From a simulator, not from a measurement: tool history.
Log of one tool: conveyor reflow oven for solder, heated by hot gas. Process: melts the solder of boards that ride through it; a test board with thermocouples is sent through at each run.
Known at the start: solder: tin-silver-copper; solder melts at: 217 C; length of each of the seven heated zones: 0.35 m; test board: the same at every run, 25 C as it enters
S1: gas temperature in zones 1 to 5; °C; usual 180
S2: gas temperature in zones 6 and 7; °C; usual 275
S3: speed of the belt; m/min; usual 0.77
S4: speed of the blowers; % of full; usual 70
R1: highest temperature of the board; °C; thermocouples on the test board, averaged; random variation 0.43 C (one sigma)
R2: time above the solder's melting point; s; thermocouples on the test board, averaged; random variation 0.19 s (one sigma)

Run 1, hour 0: usual settings. Result: R1 257.8 °C, R2 44.7 s.
Run 2, hour 17.3: usual settings but S4 88 % of full. Result: R1 259.8 °C, R2 46.7 s.
Run 3, hour 38.5: usual settings but S4 88 % of full. Result: R1 260.8 °C, R2 46.3 s.
Run 4, hour 66: usual settings but S4 88 % of full. Result: R1 260.3 °C, R2 46.4 s.
Run 5, hour 97: usual settings but S4 88 % of full. Result: R1 261.2 °C, R2 46.3 s.
Run 6, hour 116.6: usual settings but S4 88 % of full. Result: R1 260.2 °C, R2 46.1 s.
Run 7, hour 141.7: usual settings. Result: R1 257.2 °C, R2 44.6 s.
Run 8, hour 162.5: usual settings. Result: R1 257.5 °C, R2 44.6 s.
At hour 167.8: belt drive overhauled, speed set with a stopwatch.
Run 9, hour 193.5: usual settings. Result: R1 257.3 °C, R2 44.3 s.
Run 10, hour 220.7: usual settings. Result: R1 256.8 °C, R2 44.6 s.
At hour 228.6: flux residue cleaned out of gas plates and filters.
At hour 235.2: belt drive overhauled, speed set with a stopwatch, once more.
Run 11, hour 254.7: usual settings but S4 52 % of full. Result: R1 253.5 °C, R2 41.3 s.
Run 12, hour 271: usual settings. Result: R1 257.7 °C, R2 44.3 s.
Run 13, hour 285.2: usual settings but S4 76 % of full. Result: R1 259.2 °C, R2 45.3 s.
Run 14, hour 301.6: usual settings but S1 170 °C, S2 280 °C, S3 0.861 m/min, S4 54 % of full. Result: R1 250.2 °C, R2 32.7 s.
Run 15, hour 317.9: usual settings but S1 185 °C, S2 280 °C, S3 0.861 m/min, S4 52 % of full. Result: R1 253.1 °C, R2 37.9 s.
Run 16, hour 337.4: usual settings but S2 282 °C, S4 81 % of full. Result: R1 265 °C, R2 47.9 s.
Run 17, hour 367.8: usual settings but S2 282 °C, S4 81 % of full. Result: R1 265.2 °C, R2 47.8 s.
Run 18, hour 382.9: usual settings but S2 282 °C, S4 81 % of full. Result: R1 264.9 °C, R2 47.6 s.
Run 19, hour 398.2: usual settings but S1 185 °C, S2 267 °C, S3 0.686 m/min, S4 86 % of full. Result: R1 256.5 °C, R2 52 s.
Run 20, hour 413.9: usual settings but S1 185 °C, S2 267 °C, S3 0.686 m/min, S4 86 % of full. Result: R1 256.8 °C, R2 52.5 s.
Run 21, hour 444.3: usual settings but S1 189 °C, S3 0.796 m/min. Result: R1 257.4 °C, R2 45.4 s.
Run 22, hour 477.2: usual settings but S2 271 °C, S3 0.776 m/min. Result: R1 252.7 °C, R2 42.2 s.
Run 23, hour 498.3: usual settings but S1 189 °C, S2 276 °C. Result: R1 258.3 °C, R2 48 s.
Run 24, hour 515.7: usual settings but S1 191 °C, S2 288 °C, S3 0.914 m/min, S4 65 % of full. Result: R1 261.4 °C, R2 41 s.

5 ways to go on from here, each from the tool as it stands after run 24. What would each give?
Run A, hour 531.1: usual settings but S3 0.826 m/min. Result: R1 ?, R2 ?.
Run B, hour 531.1: usual settings but S2 276 °C, S4 57 % of full. Result: R1 ?, R2 ?.
Run C, hour 531.1: usual settings but S3 0.865 m/min. Result: R1 ?, R2 ?.
Run D, hour 531.1: usual settings but S1 185 °C, S2 288 °C, S3 0.816 m/min, S4 65 % of full. Result: R1 ?, R2 ?.
Run E, hour 531.1: usual settings but S1 172 °C, S2 288 °C, S3 0.89 m/min, S4 65 % of full. Result: R1 ?, R2 ?.

run     R1    R2
  A  254.7  39.3
  B    254  42.1
  C  252.9  36.6
  D  265.6  45.7
  E  257.8  36.3
Without the tool's hidden state the same runs would have given:
run     R1    R2
  A  256.1  40.1
  B  255.3  42.9
  C  254.4  37.4
  D  267.1  46.3
  E  259.6  37.1
